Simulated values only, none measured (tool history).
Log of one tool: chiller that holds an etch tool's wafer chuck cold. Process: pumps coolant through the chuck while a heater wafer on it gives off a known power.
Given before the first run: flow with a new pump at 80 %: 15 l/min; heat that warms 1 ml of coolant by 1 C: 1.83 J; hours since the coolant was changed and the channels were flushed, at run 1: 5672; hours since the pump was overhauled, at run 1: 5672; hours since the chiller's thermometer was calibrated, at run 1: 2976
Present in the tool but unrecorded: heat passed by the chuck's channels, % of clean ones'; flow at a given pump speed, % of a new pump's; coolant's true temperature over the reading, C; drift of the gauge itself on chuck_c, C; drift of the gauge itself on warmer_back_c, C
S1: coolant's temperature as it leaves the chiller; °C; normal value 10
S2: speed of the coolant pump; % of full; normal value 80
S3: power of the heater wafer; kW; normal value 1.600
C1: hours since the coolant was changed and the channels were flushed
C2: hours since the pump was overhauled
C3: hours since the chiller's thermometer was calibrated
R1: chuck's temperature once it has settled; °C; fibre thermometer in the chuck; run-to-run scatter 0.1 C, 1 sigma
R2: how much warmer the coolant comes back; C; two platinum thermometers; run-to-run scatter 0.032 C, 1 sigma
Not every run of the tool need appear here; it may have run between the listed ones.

{"run": 1, "hour": 0.0, "S1": 10, "S2": 80, "S3": 1.6, "C1": 5672, "C2": 5672, "C3": 2976, "R1": 24.6, "R2": 3.81}
{"hour": 102.3, "done": "coolant changed, channels flushed"}
{"run": 2, "hour": 102.3, "S1": 10, "S2": 80, "S3": 1.6, "C1": 0, "C2": 5768, "C3": 3072, "R1": 22.8, "R2": 3.8}
{"run": 3, "hour": 209.7, "S1": 10, "S2": 80, "S3": 1.6, "C1": 107, "C2": 5876, "C3": 3180, "R1": 22.7, "R2": 3.77}
{"run": 4, "hour": 361.2, "S1": 10, "S2": 80, "S3": 1.6, "C1": 259, "C2": 6027, "C3": 3331, "R1": 22.7, "R2": 3.82}
{"run": 5, "hour": 455.8, "S1": 10, "S2": 80, "S3": 1.6, "C1": 354, "C2": 6122, "C3": 3426, "R1": 22.8, "R2": 3.82}
{"run": 6, "hour": 544.9, "S1": 10, "S2": 80, "S3": 1.82, "C1": 443, "C2": 6211, "C3": 3515, "R1": 24.4, "R2": 4.34}
{"run": 7, "hour": 646.5, "S1": 10, "S2": 80, "S3": 1.82, "C1": 544, "C2": 6312, "C3": 3616, "R1": 24.5, "R2": 4.36}
{"run": 8, "hour": 744.6, "S1": 10, "S2": 80, "S3": 1.82, "C1": 642, "C2": 6411, "C3": 3714, "R1": 24.6, "R2": 4.38}
{"run": 9, "hour": 852.4, "S1": 10, "S2": 80, "S3": 1.401, "C1": 750, "C2": 6518, "C3": 3822, "R1": 21.4, "R2": 3.4}
{"hour": 864.5, "done": "coolant pump overhauled"}
{"run": 10, "hour": 970.4, "S1": 16, "S2": 61, "S3": 1.527, "C1": 863, "C2": 106, "C3": 3935, "R1": 30.9, "R2": 5.21}
{"run": 11, "hour": 1125.4, "S1": 15, "S2": 91, "S3": 1.6, "C1": 1018, "C2": 261, "C3": 4090, "R1": 27.4, "R2": 3.43}
{"run": 12, "hour": 1205.3, "S1": 2, "S2": 95, "S3": 1.074, "C1": 1098, "C2": 341, "C3": 4170, "R1": 10.2, "R2": 2.26}
{"run": 13, "hour": 1269.6, "S1": 10, "S2": 80, "S3": 2.302, "C1": 1162, "C2": 405, "C3": 4234, "R1": 29.2, "R2": 5.79}
{"run": 14, "hour": 1351.5, "S1": 10, "S2": 80, "S3": 2.302, "C1": 1244, "C2": 487, "C3": 4316, "R1": 29.2, "R2": 5.74}
{"run": 15, "hour": 1425.1, "S1": 18, "S2": 90, "S3": 1.316, "C1": 1318, "C2": 561, "C3": 4390, "R1": 28.3, "R2": 2.88}
{"hour": 1442.4, "done": "coolant pump overhauled, once more"}
{"run": 16, "hour": 1550.9, "S1": 18, "S2": 73, "S3": 1.028, "C1": 1439, "C2": 109, "C3": 4511, "R1": 26.8, "R2": 2.56}
{"run": 17, "hour": 1664.4, "S1": 18, "S2": 73, "S3": 1.028, "C1": 1552, "C2": 222, "C3": 4624, "R1": 26.9, "R2": 2.5}

3 ways to go on from here, each from the tool as it stands after run 17. What would each give?
{"hour": 1676.7, "done": "chiller's thermometer calibrated"}
{"run": "A", "hour": 1729.7, "S1": 17, "S2": 60, "S3": 0.923, "C1": 1616, "C2": 286, "C3": 53, "R1": "?", "R2": "?"}
{"hour": 1676.7, "done": "chiller's thermometer calibrated"}
{"run": "B", "hour": 1729.7, "S1": 14, "S2": 80, "S3": 1.961, "C1": 1616, "C2": 286, "C3": 53, "R1": "?", "R2": "?"}
{"hour": 1676.7, "done": "chiller's thermometer calibrated"}
{"run": "C", "hour": 1729.7, "S1": 0, "S2": 73, "S3": 1.406, "C1": 1616, "C2": 286, "C3": 53, "R1": "?", "R2": "?"}

run=A R1=25.4 R2=2.85
run=B R1=29.2 R2=4.34
run=C R1=11.2 R2=3.42
With no hidden state in the tool, these same runs would have given:
run=A R1=25.1 R2=2.83
run=B R1=28.6 R2=4.31
run=C R1=10.8 R2=3.40
